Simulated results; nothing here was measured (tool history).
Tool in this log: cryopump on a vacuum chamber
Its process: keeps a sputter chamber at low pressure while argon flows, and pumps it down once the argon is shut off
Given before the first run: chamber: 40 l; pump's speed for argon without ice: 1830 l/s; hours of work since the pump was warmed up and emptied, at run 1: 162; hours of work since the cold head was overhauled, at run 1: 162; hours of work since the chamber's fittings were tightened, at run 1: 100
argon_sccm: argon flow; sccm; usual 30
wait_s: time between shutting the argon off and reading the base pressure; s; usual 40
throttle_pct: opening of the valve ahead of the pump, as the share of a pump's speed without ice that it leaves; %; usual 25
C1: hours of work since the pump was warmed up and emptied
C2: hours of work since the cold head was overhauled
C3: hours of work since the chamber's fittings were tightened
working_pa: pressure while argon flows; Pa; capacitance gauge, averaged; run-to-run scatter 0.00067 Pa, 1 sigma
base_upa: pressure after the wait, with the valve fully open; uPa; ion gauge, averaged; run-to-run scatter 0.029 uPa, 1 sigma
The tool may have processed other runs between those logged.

Run 1, day 0: usual settings; C1 162; C2 162; C3 100. Result: working_pa 0.1122 Pa, base_upa 1.51 uPa.
Run 2, day 0.421: usual settings but throttle_pct 19 %; C1 167; C2 167; C3 105. Result: working_pa 0.149 Pa, base_upa 1.56 uPa.
Run 3, day 1.271: usual settings but throttle_pct 19 %; C1 176; C2 176; C3 113. Result: working_pa 0.1487 Pa, base_upa 1.54 uPa.
Run 4, day 1.721: usual settings but throttle_pct 19 %; C1 180; C2 180; C3 118. Result: working_pa 0.1481 Pa, base_upa 1.57 uPa.
Run 5, day 2.242: usual settings; C1 186; C2 186; C3 123. Result: working_pa 0.1128 Pa, base_upa 1.49 uPa.
Run 6, day 3.029: usual settings; C1 194; C2 194; C3 132. Result: working_pa 0.1134 Pa, base_upa 1.58 uPa.
Run 7, day 3.625: usual settings; C1 200; C2 200; C3 138. Result: working_pa 0.1146 Pa, base_upa 1.54 uPa.
Run 8, day 4.067: usual settings; C1 205; C2 205; C3 142. Result: working_pa 0.1141 Pa, base_upa 1.56 uPa.
Run 9, day 4.892: usual settings; C1 213; C2 213; C3 151. Result: working_pa 0.1142 Pa, base_upa 1.59 uPa.
Run 10, day 5.725: usual settings but throttle_pct 34 %; C1 222; C2 222; C3 160. Result: working_pa 0.0846 Pa, base_upa 1.59 uPa.
Run 11, day 6.312: usual settings but throttle_pct 34 %; C1 228; C2 228; C3 166. Result: working_pa 0.085 Pa, base_upa 1.54 uPa.
Run 12, day 7.25: usual settings but throttle_pct 34 %; C1 238; C2 238; C3 176. Result: working_pa 0.0844 Pa, base_upa 1.58 uPa.
Run 13, day 7.646: usual settings but throttle_pct 34 %; C1 242; C2 242; C3 180. Result: working_pa 0.0854 Pa, base_upa 1.58 uPa.
Run 14, day 8.2: usual settings but throttle_pct 34 %; C1 248; C2 248; C3 186. Result: working_pa 0.0861 Pa, base_upa 1.61 uPa.
Run 15, day 8.988: usual settings but throttle_pct 34 %; C1 256; C2 256; C3 194. Result: working_pa 0.0852 Pa, base_upa 1.59 uPa.
Run 16, day 9.829: usual settings but throttle_pct 34 %; C1 265; C2 265; C3 202. Result: working_pa 0.0854 Pa, base_upa 1.65 uPa.
Run 17, day 10.488: usual settings but wait_s 52 s; C1 272; C2 272; C3 209. Result: working_pa 0.1158 Pa, base_upa 1.31 uPa.
Run 18, day 10.958: usual settings but throttle_pct 55 %; C1 276; C2 276; C3 214. Result: working_pa 0.0549 Pa, base_upa 1.66 uPa.
Run 19, day 11.875: usual settings but throttle_pct 36 %; C1 286; C2 286; C3 224. Result: working_pa 0.0807 Pa, base_upa 1.64 uPa.
Run 20, day 12.275: usual settings but wait_s 121 s; C1 290; C2 290; C3 228. Result: working_pa 0.1146 Pa, base_upa 0.76 uPa.
Run 21, day 13: usual settings but argon_sccm 13 sccm, wait_s 64 s, throttle_pct 18 %; C1 298; C2 298; C3 235. Result: working_pa 0.0684 Pa, base_upa 1.15 uPa.
Run 22, day 13.746: usual settings but argon_sccm 13 sccm, wait_s 64 s, throttle_pct 18 %; C1 305; C2 305; C3 243. Result: working_pa 0.0687 Pa, base_upa 1.17 uPa.
Run 23, day 14.658: usual settings but throttle_pct 27 %; C1 315; C2 315; C3 253. Result: working_pa 0.1075 Pa, base_upa 1.61 uPa.
Run 24, day 15.117: usual settings but argon_sccm 18 sccm, wait_s 74 s, throttle_pct 52 %; C1 320; C2 320; C3 258. Result: working_pa 0.0348 Pa, base_upa 1.06 uPa.
Run 25, day 15.904: usual settings but argon_sccm 14 sccm, wait_s 75 s, throttle_pct 16 %; C1 328; C2 328; C3 266. Result: working_pa 0.0825 Pa, base_upa 1.07 uPa.
Run 26, day 16.546: usual settings but argon_sccm 12 sccm, throttle_pct 43 %; C1 335; C2 335; C3 272. Result: working_pa 0.028 Pa, base_upa 1.7 uPa.
Run 27, day 17.317: usual settings but wait_s 282 s; C1 343; C2 343; C3 280. Result: working_pa 0.1164 Pa, base_upa 0.62 uPa.
Run 28, day 17.858: usual settings but wait_s 78 s; C1 348; C2 348; C3 286. Result: working_pa 0.1144 Pa, base_upa 1.07 uPa.
Run 29, day 18.679: usual settings but argon_sccm 20 sccm, wait_s 23 s, throttle_pct 29 %; C1 357; C2 357; C3 295. Result: working_pa 0.0675 Pa, base_upa 2.65 uPa.
Run 30, day 19.533: usual settings but argon_sccm 20 sccm, wait_s 23 s, throttle_pct 29 %; C1 366; C2 366; C3 303. Result: working_pa 0.0662 Pa, base_upa 2.64 uPa.
Run 31, day 20.117: usual settings but wait_s 172 s, throttle_pct 16 %; C1 372; C2 372; C3 310. Result: working_pa 0.1796 Pa, base_upa 0.77 uPa.
Run 32, day 20.95: usual settings but argon_sccm 50 sccm, wait_s 172 s, throttle_pct 16 %; C1 380; C2 380; C3 318. Result: working_pa 0.2963 Pa, base_upa 0.75 uPa.
Run 33, day 21.483: usual settings but argon_sccm 20 sccm, wait_s 21 s, throttle_pct 17 %; C1 386; C2 386; C3 324. Result: working_pa 0.1135 Pa, base_upa 2.96 uPa.
Run 34, day 21.9: usual settings but argon_sccm 20 sccm, wait_s 21 s, throttle_pct 46 %; C1 390; C2 390; C3 328. Result: working_pa 0.0441 Pa, base_upa 2.82 uPa.
Run 35, day 22.304: usual settings but argon_sccm 39 sccm, wait_s 202 s, throttle_pct 16 %; C1 394; C2 394; C3 332. Result: working_pa 0.2321 Pa, base_upa 0.71 uPa.

Forecast each of these 3 alternatives for the next run:
Run A, day 23.021: usual settings but argon_sccm 14 sccm, wait_s 31 s, throttle_pct 16 %; C1 402; C2 402; C3 340. Result: working_pa ?, base_upa ?.
Run B, day 23.021: usual settings but wait_s 79 s, throttle_pct 54 %; C1 402; C2 402; C3 340. Result: working_pa ?, base_upa ?.
Run C, day 23.021: usual settings but argon_sccm 18 sccm, wait_s 297 s; C1 402; C2 402; C3 340. Result: working_pa ?, base_upa ?.

run  working_pa  base_upa
  A      0.0834      2.11
  B      0.0572      1.11
  C        0.07      0.65
What these runs would have given with no unlogged condition in the tool:
run  working_pa  base_upa
  A      0.0805      1.78
  B       0.051      0.79
  C      0.0662      0.32

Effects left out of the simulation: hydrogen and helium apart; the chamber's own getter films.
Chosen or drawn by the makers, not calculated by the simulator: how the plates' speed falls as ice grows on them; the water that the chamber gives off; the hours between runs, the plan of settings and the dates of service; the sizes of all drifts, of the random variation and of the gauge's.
